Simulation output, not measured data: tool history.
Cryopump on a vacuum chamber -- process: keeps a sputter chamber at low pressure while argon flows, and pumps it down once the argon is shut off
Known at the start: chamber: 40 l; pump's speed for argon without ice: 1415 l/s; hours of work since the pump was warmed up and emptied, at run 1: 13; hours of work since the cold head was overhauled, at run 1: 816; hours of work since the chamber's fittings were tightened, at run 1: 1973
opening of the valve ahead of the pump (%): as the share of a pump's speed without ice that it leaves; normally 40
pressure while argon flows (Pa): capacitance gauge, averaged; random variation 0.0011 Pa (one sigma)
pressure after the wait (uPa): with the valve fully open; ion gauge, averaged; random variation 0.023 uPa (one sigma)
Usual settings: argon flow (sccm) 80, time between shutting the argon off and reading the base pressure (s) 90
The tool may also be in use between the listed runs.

run   hour  argon flow (sccm)  time between shutting the argon off and reading the base pressure (s)  opening of the valve ahead of the pump (%)  hours of work since the pump was warmed up and emptied  hours of work since the cold head was overhauled  hours of work since the chamber's fittings were tightened  pressure while argon flows (Pa)  pressure after the wait (uPa)
  1      0                 80                                                                     90                                          40                                                      13                                               816                                                       1973                           0.2417                           1.07
  2   27.5                 80                                                                     90                                          40                                                      38                                               841                                                       1998                           0.2422                            1.1
  3   54.7                 80                                                                     90                                          40                                                      62                                               865                                                       2022                           0.2451                           1.13
  4   75.8                 80                                                                     90                                          40                                                      81                                               884                                                       2041                           0.2409                           1.09
  5  102.8                 80                                                                     90                                          40                                                     106                                               908                                                       2065                           0.2435                           1.15
  6  116.8                 90                                                                     90                                          40                                                     118                                               921                                                       2078                           0.2726                           1.15
  7  137.8                 90                                                                     90                                          40                                                     137                                               940                                                       2097                           0.2747                            1.1
  8  159.7                 80                                                                     74                                          17                                                     157                                               959                                                       2116                           0.5672                           1.28
  9  183.7                 80                                                                     74                                          17                                                     178                                               981                                                       2138                           0.5678                           1.25
 10  199.9                 80                                                                     74                                          17                                                     193                                               996                                                       2152                           0.5669                           1.26
 11  221.9                 80                                                                     74                                          17                                                     212                                              1015                                                       2172                           0.5701                           1.29
 12  244.8                 80                                                                     90                                          31                                                     233                                              1036                                                       2192                           0.3149                           1.15

Each run again, without the hidden state but with its own random variation kept:
What the log doesn't record here: pump's speed, % of a pump's without ice; cold plate's temperature, K; leak into the chamber, uPa l/s; drift of the gauge itself on working_pa, %; drift of the gauge itself on base_upa, %.
run  pressure while argon flows (Pa)  pressure after the wait (uPa)
  1                           0.2397                           0.75
  2                           0.2396                           0.78
  3                           0.2419                           0.79
  4                           0.2374                           0.75
  5                           0.2393                           0.81
  6                           0.2676                            0.8
  7                           0.2691                           0.75
  8                           0.5617                           0.92
  9                           0.5617                           0.89
 10                           0.5605                           0.89
 11                           0.5632                           0.92
 12                           0.3075                           0.78
